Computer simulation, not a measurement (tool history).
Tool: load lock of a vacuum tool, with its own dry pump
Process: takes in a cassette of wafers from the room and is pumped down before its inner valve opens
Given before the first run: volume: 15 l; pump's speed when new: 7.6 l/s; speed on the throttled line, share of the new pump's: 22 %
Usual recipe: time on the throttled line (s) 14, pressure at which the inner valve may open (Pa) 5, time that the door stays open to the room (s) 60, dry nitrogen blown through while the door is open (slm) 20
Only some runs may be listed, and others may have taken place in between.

run    hour  time on the throttled line (s)  pressure at which the inner valve may open (Pa)  time that the door stays open to the room (s)  dry nitrogen blown through while the door is open (slm)  incoming humidity of the room's air, %  time from the closed door until the inner valve may open (s)  rise of the pressure with all valves shut (Pa/min)
  1     0.0                              14                                                5                                             60                                                       20                                    42.8                                                          32.3                                               0.182
  2   243.4                              14                                                5                                            199                                                       20                                    46.5                                                          33.0                                               0.246
  3   466.5                              14                                                5                                            199                                                       20                                    44.9                                                          31.9                                               0.245
  4   823.0                              14                                                5                                            199                                                       20                                    50.5                                                          32.9                                               0.266
  5  1196.9                              14                                                5                                            199                                                       20                                    47.7                                                          32.7                                               0.257
  6  1394.9                              14                                                5                                            199                                                       20                                    44.9                                                          32.9                                               0.260
  7  1628.6                              16                                                6                                            126                                                       29                                    43.7                                                          34.1                                               0.227
  8  1844.0                              14                                                5                                             60                                                       20                                    48.7                                                          32.5                                               0.231
  9  2082.3                               8                                                5                                             29                                                       15                                    42.8                                                          28.9                                               0.211
 10  2320.4                               8                                                6                                             55                                                        5                                    44.0                                                          28.3                                               0.263
 11  2712.1                              23                                                5                                             60                                                       12                                    44.5                                                          40.2                                               0.260

Expected results for the next run?
 12  3083.5                              13                                                4                                            144                                                       12                                    45.1                                                             ?                                                   ?

time from the closed door until the inner valve may open (s): 33.7
rise of the pressure with all valves shut (Pa/min): 0.311
On a tool with no hidden condition, and with the same random variation, this run would have come out at time from the closed door until the inner valve may open (s) 31.1, rise of the pressure with all valves shut (Pa/min) 0.115.
